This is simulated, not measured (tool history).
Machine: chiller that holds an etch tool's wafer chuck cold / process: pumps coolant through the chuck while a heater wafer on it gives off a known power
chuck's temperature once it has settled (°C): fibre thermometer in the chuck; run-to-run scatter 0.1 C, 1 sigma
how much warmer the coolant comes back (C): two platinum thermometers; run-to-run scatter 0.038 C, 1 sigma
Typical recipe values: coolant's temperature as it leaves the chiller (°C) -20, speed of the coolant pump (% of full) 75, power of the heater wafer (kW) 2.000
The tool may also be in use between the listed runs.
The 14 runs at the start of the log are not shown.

run	day	coolant's temperature as it leaves the chiller (°C)	speed of the coolant pump (% of full)	power of the heater wafer (kW)	chuck's temperature once it has settled (°C)	how much warmer the coolant comes back (C)
15	32.329	-20	91	2.000	3.3	6.41
16	34.096	-20	91	2.000	3.3	6.40
17	36.304	-20	91	2.000	3.4	6.41
18	38.412	-20	91	2.000	3.3	6.40
19	41.617	-20	91	2.000	3.5	6.37
20	44.004	-26	90	2.642	5.0	8.55
21	46.508	-29	97	1.764	-9.3	5.30
# day 47.000: coolant changed, channels flushed
# day 47.688: chiller's thermometer calibrated
22	49.388	-29	97	2.260	-3.9	6.78
23	52.971	-14	75	1.574	7.4	6.12
24	54.596	-14	68	1.574	9.0	6.82
25	56.908	-25	66	1.031	-9.6	4.64

What will run 26 give?
26	60.142	-14	65	2.247	?	?

chuck's temperature once it has settled (°C): 20.1
how much warmer the coolant comes back (C): 10.31
With the hidden condition absent and the run-to-run variation left alone, this run would have shown chuck's temperature once it has settled (°C) 20.0, how much warmer the coolant comes back (C) 10.46.
